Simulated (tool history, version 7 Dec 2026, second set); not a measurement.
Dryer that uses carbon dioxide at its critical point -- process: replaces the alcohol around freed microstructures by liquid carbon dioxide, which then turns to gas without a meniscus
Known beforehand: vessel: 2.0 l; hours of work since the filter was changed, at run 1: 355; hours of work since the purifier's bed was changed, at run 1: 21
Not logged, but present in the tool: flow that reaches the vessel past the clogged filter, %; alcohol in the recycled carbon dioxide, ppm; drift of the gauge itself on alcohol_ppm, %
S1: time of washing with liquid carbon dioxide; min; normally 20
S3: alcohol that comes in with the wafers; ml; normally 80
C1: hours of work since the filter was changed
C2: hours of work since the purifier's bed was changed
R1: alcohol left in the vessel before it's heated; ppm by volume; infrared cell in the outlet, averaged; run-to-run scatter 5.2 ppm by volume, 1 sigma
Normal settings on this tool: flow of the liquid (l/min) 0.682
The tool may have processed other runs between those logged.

{"run": 1, "day": 0.0, "S1": 20, "flow of the liquid (l/min)": 0.682, "S3": 80, "C1": 355, "C2": 21, "R1": 111}
{"run": 2, "day": 0.258, "S1": 15, "flow of the liquid (l/min)": 0.682, "S3": 80, "C1": 360, "C2": 26, "R1": 486}
{"run": 3, "day": 0.5, "S1": 20, "flow of the liquid (l/min)": 0.682, "S3": 80, "C1": 365, "C2": 30, "R1": 125}
{"run": 4, "day": 0.962, "S1": 20, "flow of the liquid (l/min)": 0.682, "S3": 20, "C1": 373, "C2": 39, "R1": 38}
{"run": 5, "day": 1.421, "S1": 29, "flow of the liquid (l/min)": 0.682, "S3": 80, "C1": 381, "C2": 47, "R1": 18}
{"run": 6, "day": 1.821, "S1": 29, "flow of the liquid (l/min)": 0.682, "S3": 80, "C1": 389, "C2": 55, "R1": 28}
{"run": 7, "day": 2.062, "S1": 29, "flow of the liquid (l/min)": 0.682, "S3": 80, "C1": 393, "C2": 59, "R1": 20}
{"run": 8, "day": 2.396, "S1": 20, "flow of the liquid (l/min)": 0.682, "S3": 22, "C1": 399, "C2": 65, "R1": 48}
{"run": 9, "day": 2.779, "S1": 16, "flow of the liquid (l/min)": 0.682, "S3": 80, "C1": 406, "C2": 72, "R1": 383}
{"run": 10, "day": 3.146, "S1": 16, "flow of the liquid (l/min)": 0.682, "S3": 80, "C1": 413, "C2": 79, "R1": 378}
{"run": 11, "day": 3.438, "S1": 20, "flow of the liquid (l/min)": 0.682, "S3": 24, "C1": 419, "C2": 84, "R1": 46}
{"run": 12, "day": 3.712, "S1": 20, "flow of the liquid (l/min)": 0.682, "S3": 24, "C1": 424, "C2": 89, "R1": 47}
{"run": 13, "day": 3.95, "S1": 20, "flow of the liquid (l/min)": 0.682, "S3": 24, "C1": 428, "C2": 94, "R1": 48}
{"run": 14, "day": 4.212, "S1": 20, "flow of the liquid (l/min)": 0.682, "S3": 24, "C1": 433, "C2": 99, "R1": 53}
{"run": 15, "day": 4.638, "S1": 20, "flow of the liquid (l/min)": 0.682, "S3": 24, "C1": 441, "C2": 106, "R1": 49}
{"run": 16, "day": 4.967, "S1": 20, "flow of the liquid (l/min)": 0.682, "S3": 21, "C1": 447, "C2": 112, "R1": 53}
{"run": 17, "day": 5.321, "S1": 20, "flow of the liquid (l/min)": 0.682, "S3": 40, "C1": 453, "C2": 119, "R1": 82}
{"run": 18, "day": 5.742, "S1": 20, "flow of the liquid (l/min)": 0.682, "S3": 21, "C1": 461, "C2": 127, "R1": 55}
{"run": 19, "day": 5.988, "S1": 20, "flow of the liquid (l/min)": 0.708, "S3": 80, "C1": 465, "C2": 131, "R1": 127}
{"run": 20, "day": 6.212, "S1": 20, "flow of the liquid (l/min)": 0.951, "S3": 80, "C1": 469, "C2": 135, "R1": 36}
{"run": 21, "day": 6.508, "S1": 20, "flow of the liquid (l/min)": 0.951, "S3": 80, "C1": 475, "C2": 141, "R1": 31}
{"run": 22, "day": 6.979, "S1": 20, "flow of the liquid (l/min)": 0.682, "S3": 80, "C1": 484, "C2": 149, "R1": 153}
{"run": 23, "day": 7.238, "S1": 20, "flow of the liquid (l/min)": 0.682, "S3": 80, "C1": 488, "C2": 154, "R1": 135}
{"run": 24, "day": 7.654, "S1": 20, "flow of the liquid (l/min)": 0.682, "S3": 80, "C1": 496, "C2": 162, "R1": 152}
{"run": 25, "day": 8.017, "S1": 20, "flow of the liquid (l/min)": 0.491, "S3": 30, "C1": 503, "C2": 168, "R1": 265}
{"run": 26, "day": 8.242, "S1": 16, "flow of the liquid (l/min)": 0.821, "S3": 37, "C1": 507, "C2": 173, "R1": 88}
{"run": 27, "day": 8.646, "S1": 26, "flow of the liquid (l/min)": 0.483, "S3": 23, "C1": 514, "C2": 180, "R1": 87}
{"run": 28, "day": 9.017, "S1": 26, "flow of the liquid (l/min)": 0.483, "S3": 23, "C1": 521, "C2": 187, "R1": 93}
{"run": 29, "day": 9.421, "S1": 26, "flow of the liquid (l/min)": 0.483, "S3": 23, "C1": 528, "C2": 194, "R1": 91}

Run 30 comes next. What will it give?
{"run": 30, "day": 9.642, "S1": 31, "flow of the liquid (l/min)": 0.843, "S3": 52, "C1": 532, "C2": 198, "R1": "?"}

R1: 35 ppm by volume
Take away the tool's hidden state, keep the run-to-run variation as it was, and the same run would have given R1 11 ppm by volume.
